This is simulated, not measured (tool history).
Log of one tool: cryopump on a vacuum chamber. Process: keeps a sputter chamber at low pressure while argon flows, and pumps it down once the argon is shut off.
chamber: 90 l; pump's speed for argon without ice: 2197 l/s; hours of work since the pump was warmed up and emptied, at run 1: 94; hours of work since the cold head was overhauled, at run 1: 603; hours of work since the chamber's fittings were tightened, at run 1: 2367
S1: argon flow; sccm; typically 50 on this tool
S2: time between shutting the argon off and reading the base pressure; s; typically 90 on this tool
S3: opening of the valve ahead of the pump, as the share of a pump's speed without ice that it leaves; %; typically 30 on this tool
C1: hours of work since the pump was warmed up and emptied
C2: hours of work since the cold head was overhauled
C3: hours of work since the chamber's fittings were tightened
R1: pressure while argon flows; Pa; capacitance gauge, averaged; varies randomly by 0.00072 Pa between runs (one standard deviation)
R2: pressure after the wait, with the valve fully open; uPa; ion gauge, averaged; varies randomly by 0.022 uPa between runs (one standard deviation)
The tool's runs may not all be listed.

run	hour	S1	S2	S3	C1	C2	C3	R1	R2
1	0.0	50	90	30	94	603	2367	0.1294	0.94
2	17.0	50	90	30	108	617	2380	0.1290	1.02
3	30.9	50	90	30	119	628	2392	0.1295	0.98
4	58.1	26	90	30	141	650	2413	0.0687	0.98
5	80.1	26	90	30	159	667	2431	0.0676	1.01
6	104.6	50	90	30	178	687	2451	0.1310	0.99
7	135.3	50	90	30	203	712	2475	0.1306	1.00
8	154.2	98	90	38	218	727	2491	0.2043	1.00
9	178.2	70	69	18	237	746	2510	0.3044	1.20

Run 10 is up next; what results do you expect?
10	195.6	37	63	57	251	760	2524	?	?

{"run 10": {"R1": 0.0531, "R2": 1.2}}
Minus the tool's unlogged condition, the same run would have read R1 0.0501 Pa, R2 0.74 uPa.

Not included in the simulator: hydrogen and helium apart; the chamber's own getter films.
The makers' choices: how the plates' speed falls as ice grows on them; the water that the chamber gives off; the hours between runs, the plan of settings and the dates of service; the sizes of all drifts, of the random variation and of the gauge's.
